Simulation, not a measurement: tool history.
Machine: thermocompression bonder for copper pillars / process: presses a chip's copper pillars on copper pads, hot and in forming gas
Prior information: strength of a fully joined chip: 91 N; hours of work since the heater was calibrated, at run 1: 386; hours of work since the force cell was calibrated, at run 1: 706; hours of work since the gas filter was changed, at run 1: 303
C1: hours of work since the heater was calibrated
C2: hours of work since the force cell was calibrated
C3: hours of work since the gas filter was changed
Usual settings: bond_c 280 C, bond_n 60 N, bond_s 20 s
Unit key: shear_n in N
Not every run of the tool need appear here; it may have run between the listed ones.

{"run": 1, "hour": 0.0, "bond_c": 280, "bond_n": 60, "bond_s": 20, "C1": 386, "C2": 706, "C3": 303, "shear_n": 58.5}
{"run": 2, "hour": 14.8, "bond_c": 280, "bond_n": 60, "bond_s": 20, "C1": 397, "C2": 717, "C3": 314, "shear_n": 58.4}
{"run": 3, "hour": 37.5, "bond_c": 280, "bond_n": 60, "bond_s": 20, "C1": 414, "C2": 734, "C3": 331, "shear_n": 58.5}
{"run": 4, "hour": 55.3, "bond_c": 280, "bond_n": 89, "bond_s": 20, "C1": 427, "C2": 747, "C3": 344, "shear_n": 69.2}
{"run": 5, "hour": 75.0, "bond_c": 280, "bond_n": 60, "bond_s": 20, "C1": 441, "C2": 761, "C3": 358, "shear_n": 57.9}
{"run": 6, "hour": 98.1, "bond_c": 280, "bond_n": 60, "bond_s": 20, "C1": 458, "C2": 778, "C3": 375, "shear_n": 58.2}
{"run": 7, "hour": 113.9, "bond_c": 280, "bond_n": 60, "bond_s": 20, "C1": 469, "C2": 789, "C3": 387, "shear_n": 58.2}
{"hour": 118.9, "done": "force cell calibrated"}
{"hour": 128.7, "done": "forming gas filter changed"}
{"run": 8, "hour": 142.4, "bond_c": 280, "bond_n": 60, "bond_s": 14, "C1": 489, "C2": 17, "C3": 10, "shear_n": 58.3}
{"hour": 146.0, "done": "heater calibrated with a thermocouple chip"}
{"run": 9, "hour": 157.0, "bond_c": 280, "bond_n": 60, "bond_s": 41, "C1": 8, "C2": 26, "C3": 19, "shear_n": 75.9}
{"run": 10, "hour": 173.0, "bond_c": 280, "bond_n": 75, "bond_s": 17, "C1": 20, "C2": 38, "C3": 31, "shear_n": 68.6}
{"run": 11, "hour": 187.0, "bond_c": 263, "bond_n": 67, "bond_s": 33, "C1": 30, "C2": 48, "C3": 41, "shear_n": 67.4}
{"run": 12, "hour": 198.7, "bond_c": 263, "bond_n": 67, "bond_s": 33, "C1": 38, "C2": 56, "C3": 50, "shear_n": 67.0}
{"run": 13, "hour": 209.9, "bond_c": 253, "bond_n": 67, "bond_s": 22, "C1": 47, "C2": 65, "C3": 58, "shear_n": 54.7}
{"run": 14, "hour": 221.6, "bond_c": 280, "bond_n": 78, "bond_s": 11, "C1": 55, "C2": 73, "C3": 66, "shear_n": 62.9}
{"run": 15, "hour": 242.6, "bond_c": 291, "bond_n": 61, "bond_s": 22, "C1": 70, "C2": 88, "C3": 82, "shear_n": 71.8}

Alternative continuations, all from the tool just after run 15; predict every row:
{"run": "A", "hour": 267.6, "bond_c": 286, "bond_n": 61, "bond_s": 51, "C1": 89, "C2": 107, "C3": 100, "shear_n": "?"}
{"run": "B", "hour": 267.6, "bond_c": 291, "bond_n": 61, "bond_s": 17, "C1": 89, "C2": 107, "C3": 100, "shear_n": "?"}
{"run": "C", "hour": 267.6, "bond_c": 271, "bond_n": 49, "bond_s": 20, "C1": 89, "C2": 107, "C3": 100, "shear_n": "?"}

run=A shear_n=80.2
run=B shear_n=67.8
run=C shear_n=54.3
Without the tool's hidden state the same runs would have given:
run=A shear_n=78.2
run=B shear_n=64.4
run=C shear_n=50.1
